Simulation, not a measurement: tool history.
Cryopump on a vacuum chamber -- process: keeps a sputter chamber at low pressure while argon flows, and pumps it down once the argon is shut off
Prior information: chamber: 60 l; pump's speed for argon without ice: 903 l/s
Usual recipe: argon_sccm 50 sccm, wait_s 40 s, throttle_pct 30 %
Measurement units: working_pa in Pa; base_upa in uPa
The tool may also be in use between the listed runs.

run 1 hour=0.0 | argon_sccm=50 wait_s=40 throttle_pct=30 | working_pa=0.3143 base_upa=6.03
run 2 hour=33.7 | argon_sccm=50 wait_s=76 throttle_pct=30 | working_pa=0.3151 base_upa=4.50
run 3 hour=79.3 | argon_sccm=50 wait_s=40 throttle_pct=30 | working_pa=0.3162 base_upa=6.00
run 4 hour=112.8 | argon_sccm=50 wait_s=40 throttle_pct=30 | working_pa=0.3157 base_upa=5.79
run 5 hour=140.0 | argon_sccm=50 wait_s=40 throttle_pct=30 | working_pa=0.3191 base_upa=5.96
run 6 hour=186.3 | argon_sccm=50 wait_s=40 throttle_pct=30 | working_pa=0.3195 base_upa=5.99
run 7 hour=209.0 | argon_sccm=92 wait_s=40 throttle_pct=30 | working_pa=0.5850 base_upa=6.14
run 8 hour=254.8 | argon_sccm=50 wait_s=40 throttle_pct=51 | working_pa=0.1908 base_upa=6.21
run 9 hour=293.3 | argon_sccm=50 wait_s=37 throttle_pct=27 | working_pa=0.3537 base_upa=6.48
run 10 hour=322.4 | argon_sccm=50 wait_s=28 throttle_pct=33 | working_pa=0.2922 base_upa=7.32
run 11 hour=359.9 | argon_sccm=50 wait_s=28 throttle_pct=33 | working_pa=0.2903 base_upa=7.44
run 12 hour=380.2 | argon_sccm=50 wait_s=28 throttle_pct=33 | working_pa=0.2918 base_upa=7.50
run 13 hour=423.6 | argon_sccm=50 wait_s=28 throttle_pct=33 | working_pa=0.2932 base_upa=7.63
run 14 hour=459.2 | argon_sccm=50 wait_s=28 throttle_pct=33 | working_pa=0.2946 base_upa=7.92

How would selected steps in working_pa from run to run divide? Give the signed amount a tool lacking its hidden state would still show from settings, what came in and random variation, and the signed amount left for the hidden state, including any gauge scatter that is not in both of the compared results.
Hidden state at play: pump's speed, % of a pump's without ice; cold plate's temperature, K; leak into the chamber, uPa l/s; drift of the gauge itself on working_pa, %; drift of the gauge itself on base_upa, %.
Run 6 -> 7: argon_sccm 50 -> 92. working_pa +0.2655 Pa: hidden state +0.0059, all else +0.2596.
Run 7 -> 8: argon_sccm 92 -> 50, throttle_pct 30 -> 51. working_pa -0.3942 Pa: hidden state -0.0047, all else -0.3895.
